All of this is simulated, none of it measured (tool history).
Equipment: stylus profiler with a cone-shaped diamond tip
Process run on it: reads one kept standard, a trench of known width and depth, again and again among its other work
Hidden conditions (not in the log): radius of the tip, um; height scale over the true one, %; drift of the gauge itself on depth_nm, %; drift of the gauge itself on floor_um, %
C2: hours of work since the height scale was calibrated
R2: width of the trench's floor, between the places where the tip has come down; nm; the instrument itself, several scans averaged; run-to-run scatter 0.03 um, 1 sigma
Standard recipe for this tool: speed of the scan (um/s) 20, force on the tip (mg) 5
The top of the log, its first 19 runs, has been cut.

{"run": 20, "hour": 423.4, "speed of the scan (um/s)": 20, "force on the tip (mg)": 3.74, "scans with this tip": 4873, "C2": 449, "depth of the trench (nm)": 204.57, "R2": 46760}
{"run": 21, "hour": 443.8, "speed of the scan (um/s)": 20, "force on the tip (mg)": 5, "scans with this tip": 4998, "C2": 461, "depth of the trench (nm)": 205.43, "R2": 46760}
{"run": 22, "hour": 471.8, "speed of the scan (um/s)": 20, "force on the tip (mg)": 3.34, "scans with this tip": 5170, "C2": 476, "depth of the trench (nm)": 204.23, "R2": 46790}
{"run": 23, "hour": 494.7, "speed of the scan (um/s)": 20, "force on the tip (mg)": 3.34, "scans with this tip": 5311, "C2": 489, "depth of the trench (nm)": 204.28, "R2": 46750}
{"run": 24, "hour": 515.0, "speed of the scan (um/s)": 6, "force on the tip (mg)": 2.7, "scans with this tip": 5435, "C2": 501, "depth of the trench (nm)": 203.69, "R2": 46790}
{"run": 25, "hour": 537.9, "speed of the scan (um/s)": 6, "force on the tip (mg)": 2.7, "scans with this tip": 5576, "C2": 514, "depth of the trench (nm)": 203.72, "R2": 46760}
{"run": 26, "hour": 565.2, "speed of the scan (um/s)": 48, "force on the tip (mg)": 6.29, "scans with this tip": 5744, "C2": 529, "depth of the trench (nm)": 206.4, "R2": 46680}
{"run": 27, "hour": 581.4, "speed of the scan (um/s)": 12, "force on the tip (mg)": 11.81, "scans with this tip": 5844, "C2": 539, "depth of the trench (nm)": 209.51, "R2": 46750}
{"run": 28, "hour": 603.0, "speed of the scan (um/s)": 7, "force on the tip (mg)": 2.61, "scans with this tip": 5976, "C2": 551, "depth of the trench (nm)": 203.61, "R2": 46700}
{"run": 29, "hour": 627.8, "speed of the scan (um/s)": 15, "force on the tip (mg)": 12.66, "scans with this tip": 6129, "C2": 565, "depth of the trench (nm)": 210.05, "R2": 46690}
{"run": 30, "hour": 647.2, "speed of the scan (um/s)": 25, "force on the tip (mg)": 2.18, "scans with this tip": 6248, "C2": 576, "depth of the trench (nm)": 203.35, "R2": 46600}
{"run": 31, "hour": 674.1, "speed of the scan (um/s)": 14, "force on the tip (mg)": 2.18, "scans with this tip": 6413, "C2": 591, "depth of the trench (nm)": 203.23, "R2": 46690}
{"run": 32, "hour": 700.6, "speed of the scan (um/s)": 7, "force on the tip (mg)": 2.44, "scans with this tip": 6576, "C2": 606, "depth of the trench (nm)": 203.51, "R2": 46660}

Forecast run 33:
{"run": 33, "hour": 721.2, "speed of the scan (um/s)": 7, "force on the tip (mg)": 2.44, "scans with this tip": 6703, "C2": 618, "depth of the trench (nm)": "?", "R2": "?"}

For run 33 the tool returned depth of the trench (nm) 203.57, R2 46650 nm.
If the tool had no hidden condition, the same run with the same run-to-run variation would have returned depth of the trench (nm) 203.29, R2 47180 nm.

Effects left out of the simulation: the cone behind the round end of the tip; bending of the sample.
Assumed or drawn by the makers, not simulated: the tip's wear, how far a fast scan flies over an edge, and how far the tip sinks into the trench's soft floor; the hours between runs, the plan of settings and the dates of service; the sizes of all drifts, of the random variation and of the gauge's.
